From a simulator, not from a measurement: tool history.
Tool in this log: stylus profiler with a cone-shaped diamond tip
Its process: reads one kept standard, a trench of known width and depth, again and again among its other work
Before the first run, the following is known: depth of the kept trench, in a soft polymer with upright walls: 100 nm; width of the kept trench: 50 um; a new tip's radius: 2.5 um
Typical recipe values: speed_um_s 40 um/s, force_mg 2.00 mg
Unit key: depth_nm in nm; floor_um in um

run 1 hour=0.0 | speed_um_s=40 force_mg=2.00 | depth_nm=101.17 floor_um=48.38
run 2 hour=10.6 | speed_um_s=40 force_mg=2.00 | depth_nm=101.08 floor_um=48.39
run 3 hour=30.6 | speed_um_s=40 force_mg=2.00 | depth_nm=101.19 floor_um=48.40
run 4 hour=48.6 | speed_um_s=40 force_mg=2.00 | depth_nm=101.25 floor_um=48.35
run 5 hour=70.6 | speed_um_s=19 force_mg=2.00 | depth_nm=101.18 floor_um=48.48
run 6 hour=90.6 | speed_um_s=19 force_mg=2.00 | depth_nm=101.10 floor_um=48.45
run 7 hour=110.3 | speed_um_s=19 force_mg=2.00 | depth_nm=101.22 floor_um=48.42
run 8 hour=130.9 | speed_um_s=19 force_mg=2.00 | depth_nm=101.24 floor_um=48.43
run 9 hour=141.7 | speed_um_s=40 force_mg=2.00 | depth_nm=101.20 floor_um=48.38
run 10 hour=164.9 | speed_um_s=40 force_mg=2.00 | depth_nm=101.16 floor_um=48.35
run 11 hour=177.0 | speed_um_s=40 force_mg=2.00 | depth_nm=101.16 floor_um=48.38
run 12 hour=188.5 | speed_um_s=40 force_mg=2.00 | depth_nm=101.17 floor_um=48.33
run 13 hour=209.3 | speed_um_s=40 force_mg=2.00 | depth_nm=101.18 floor_um=48.36
run 14 hour=233.2 | speed_um_s=43 force_mg=2.00 | depth_nm=101.21 floor_um=48.36
run 15 hour=254.4 | speed_um_s=32 force_mg=2.00 | depth_nm=101.16 floor_um=48.38
run 16 hour=269.0 | speed_um_s=32 force_mg=2.00 | depth_nm=101.14 floor_um=48.37
run 17 hour=287.8 | speed_um_s=40 force_mg=0.82 | depth_nm=100.59 floor_um=48.16
run 18 hour=297.4 | speed_um_s=40 force_mg=0.82 | depth_nm=100.76 floor_um=48.24
run 19 hour=313.2 | speed_um_s=40 force_mg=2.00 | depth_nm=101.28 floor_um=48.31
run 20 hour=328.7 | speed_um_s=40 force_mg=2.00 | depth_nm=101.18 floor_um=48.33
run 21 hour=346.3 | speed_um_s=40 force_mg=2.00 | depth_nm=101.18 floor_um=48.28
run 22 hour=369.3 | speed_um_s=40 force_mg=2.00 | depth_nm=101.32 floor_um=48.30
run 23 hour=389.6 | speed_um_s=40 force_mg=2.00 | depth_nm=101.32 floor_um=48.33
run 24 hour=404.3 | speed_um_s=40 force_mg=2.00 | depth_nm=101.16 floor_um=48.29
run 25 hour=421.8 | speed_um_s=40 force_mg=2.00 | depth_nm=101.15 floor_um=48.29
run 26 hour=443.3 | speed_um_s=40 force_mg=2.00 | depth_nm=101.22 floor_um=48.25
run 27 hour=454.1 | speed_um_s=29 force_mg=2.00 | depth_nm=101.10 floor_um=48.36
run 28 hour=469.8 | speed_um_s=52 force_mg=2.23 | depth_nm=101.29 floor_um=48.24
run 29 hour=484.3 | speed_um_s=79 force_mg=3.03 | depth_nm=101.65 floor_um=48.13
-- hour=486.4 height scale calibrated on a step standard
run 30 hour=504.3 | speed_um_s=79 force_mg=3.03 | depth_nm=101.61 floor_um=48.14
run 31 hour=517.5 | speed_um_s=35 force_mg=5.17 | depth_nm=102.42 floor_um=48.40
run 32 hour=538.2 | speed_um_s=35 force_mg=5.17 | depth_nm=102.30 floor_um=48.36
run 33 hour=559.1 | speed_um_s=96 force_mg=0.96 | depth_nm=100.85 floor_um=47.81
run 34 hour=572.0 | speed_um_s=96 force_mg=0.96 | depth_nm=100.70 floor_um=47.76
run 35 hour=588.4 | speed_um_s=60 force_mg=1.43 | depth_nm=101.00 floor_um=48.13
-- hour=602.0 height scale calibrated on a step standard, once more
run 36 hour=607.1 | speed_um_s=16 force_mg=2.03 | depth_nm=101.25 floor_um=48.37
run 37 hour=628.5 | speed_um_s=16 force_mg=2.03 | depth_nm=101.31 floor_um=48.36
run 38 hour=650.5 | speed_um_s=69 force_mg=2.51 | depth_nm=101.55 floor_um=48.08
run 39 hour=665.0 | speed_um_s=111 force_mg=1.30 | depth_nm=100.89 floor_um=47.84
run 40 hour=681.7 | speed_um_s=14 force_mg=5.69 | depth_nm=102.50 floor_um=48.39
run 41 hour=701.5 | speed_um_s=35 force_mg=0.78 | depth_nm=100.67 floor_um=48.14
run 42 hour=712.3 | speed_um_s=31 force_mg=5.74 | depth_nm=102.51 floor_um=48.34
run 43 hour=731.2 | speed_um_s=60 force_mg=2.00 | depth_nm=101.26 floor_um=48.16
run 44 hour=741.2 | speed_um_s=19 force_mg=5.78 | depth_nm=102.47 floor_um=48.41
run 45 hour=752.6 | speed_um_s=25 force_mg=1.18 | depth_nm=100.89 floor_um=48.24
run 46 hour=774.7 | speed_um_s=25 force_mg=1.18 | depth_nm=100.91 floor_um=48.21

The same runs without the tool's hidden state, with the same run-to-run variation:
Hidden conditions of the tool in this case: radius of the tip, um; height scale over the true one, %; drift of the gauge itself on depth_nm, %; drift of the gauge itself on floor_um, %.
run=1 depth_nm=101.21 floor_um=48.41
run=2 depth_nm=101.11 floor_um=48.42
run=3 depth_nm=101.23 floor_um=48.43
run=4 depth_nm=101.29 floor_um=48.38
run=5 depth_nm=101.21 floor_um=48.52
run=6 depth_nm=101.12 floor_um=48.50
run=7 depth_nm=101.24 floor_um=48.47
run=8 depth_nm=101.26 floor_um=48.48
run=9 depth_nm=101.22 floor_um=48.43
run=10 depth_nm=101.18 floor_um=48.41
run=11 depth_nm=101.17 floor_um=48.45
run=12 depth_nm=101.18 floor_um=48.39
run=13 depth_nm=101.19 floor_um=48.43
run=14 depth_nm=101.22 floor_um=48.44
run=15 depth_nm=101.16 floor_um=48.45
run=16 depth_nm=101.14 floor_um=48.45
run=17 depth_nm=100.59 floor_um=48.24
run=18 depth_nm=100.76 floor_um=48.33
run=19 depth_nm=101.27 floor_um=48.40
run=20 depth_nm=101.17 floor_um=48.43
run=21 depth_nm=101.17 floor_um=48.37
run=22 depth_nm=101.30 floor_um=48.41
run=23 depth_nm=101.30 floor_um=48.43
run=24 depth_nm=101.14 floor_um=48.40
run=25 depth_nm=101.12 floor_um=48.40
run=26 depth_nm=101.19 floor_um=48.37
run=27 depth_nm=101.08 floor_um=48.48
run=28 depth_nm=101.26 floor_um=48.36
run=29 depth_nm=101.62 floor_um=48.25
run=30 depth_nm=101.57 floor_um=48.27
run=31 depth_nm=102.38 floor_um=48.53
run=32 depth_nm=102.26 floor_um=48.50
run=33 depth_nm=100.80 floor_um=47.95
run=34 depth_nm=100.65 floor_um=47.90
run=35 depth_nm=100.95 floor_um=48.28
run=36 depth_nm=101.21 floor_um=48.52
run=37 depth_nm=101.26 floor_um=48.52
run=38 depth_nm=101.50 floor_um=48.24
run=39 depth_nm=100.84 floor_um=48.00
run=40 depth_nm=102.44 floor_um=48.55
run=41 depth_nm=100.61 floor_um=48.31
run=42 depth_nm=102.45 floor_um=48.51
run=43 depth_nm=101.19 floor_um=48.33
run=44 depth_nm=102.40 floor_um=48.59
run=45 depth_nm=100.82 floor_um=48.42
run=46 depth_nm=100.84 floor_um=48.40

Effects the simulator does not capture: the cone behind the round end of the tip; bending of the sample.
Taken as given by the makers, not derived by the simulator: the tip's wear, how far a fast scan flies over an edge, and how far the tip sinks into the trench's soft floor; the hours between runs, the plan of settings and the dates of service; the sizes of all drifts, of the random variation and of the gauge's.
